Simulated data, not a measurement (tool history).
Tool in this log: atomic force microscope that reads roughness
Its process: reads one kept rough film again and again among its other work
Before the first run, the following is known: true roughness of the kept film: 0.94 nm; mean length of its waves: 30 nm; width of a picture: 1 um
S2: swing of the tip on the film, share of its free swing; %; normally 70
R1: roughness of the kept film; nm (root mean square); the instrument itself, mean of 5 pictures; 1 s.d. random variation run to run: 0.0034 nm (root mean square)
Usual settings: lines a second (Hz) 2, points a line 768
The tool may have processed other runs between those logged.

run 1 day=0 | lines_a_second_(Hz)=2 S2=70 points_a_line=768 | R1=0.853
run 2 day=1.921 | lines_a_second_(Hz)=2 S2=70 points_a_line=768 | R1=0.852
run 3 day=3.808 | lines_a_second_(Hz)=2 S2=70 points_a_line=632 | R1=0.853
run 4 day=5.521 | lines_a_second_(Hz)=2 S2=70 points_a_line=632 | R1=0.855
run 5 day=6.95 | lines_a_second_(Hz)=2 S2=70 points_a_line=768 | R1=0.853
run 6 day=8.683 | lines_a_second_(Hz)=2 S2=70 points_a_line=768 | R1=0.852
run 7 day=11.179 | lines_a_second_(Hz)=2 S2=70 points_a_line=768 | R1=0.857
run 8 day=13.504 | lines_a_second_(Hz)=2 S2=70 points_a_line=768 | R1=0.853
run 9 day=16.079 | lines_a_second_(Hz)=2 S2=82 points_a_line=586 | R1=0.823
run 10 day=17.296 | lines_a_second_(Hz)=0.93 S2=76 points_a_line=587 | R1=0.864
run 11 day=20.133 | lines_a_second_(Hz)=2.16 S2=68 points_a_line=418 | R1=0.855
run 12 day=21.7 | lines_a_second_(Hz)=2.16 S2=68 points_a_line=418 | R1=0.854
run 13 day=23.458 | lines_a_second_(Hz)=2.59 S2=84 points_a_line=285 | R1=0.781
run 14 day=24.983 | lines_a_second_(Hz)=0.66 S2=74 points_a_line=740 | R1=0.881
run 15 day=26.883 | lines_a_second_(Hz)=2 S2=70 points_a_line=664 | R1=0.857

Not shown here: 7 entries made in the log between runs. Locate each between two listed runs and compare the hidden state at the listed run before it with the hidden state at the listed run after it:
Run 2 -> run 3: new tip fitted (day 2.592)
  radius of the tip, nm: 10.6 -> 10.2
Run 4 -> run 5: new tip fitted (day 6.192)
  radius of the tip, nm: 10.5 -> 10.2; height scale over the true one, %: 0.03 -> 0.04
Run 6 -> run 7: new tip fitted (day 9.771)
  radius of the tip, nm: 10.5 -> 10.3
Run 7 -> run 8: new tip fitted (day 13.446)
  radius of the tip, nm: 10.3 -> 10; height scale over the true one, %: 0.04 -> 0.05
Run 9 -> run 10: new tip fitted (day 17.092)
  radius of the tip, nm: 10.4 -> 10.1; height scale over the true one, %: 0.05 -> 0.06
Run 11 -> run 12: new tip fitted (day 20.75)
  radius of the tip, nm: 10.6 -> 10.2; height scale over the true one, %: 0.06 -> 0.07
Run 13 -> run 14: new tip fitted (day 24.35)
  radius of the tip, nm: 10.5 -> 10.1
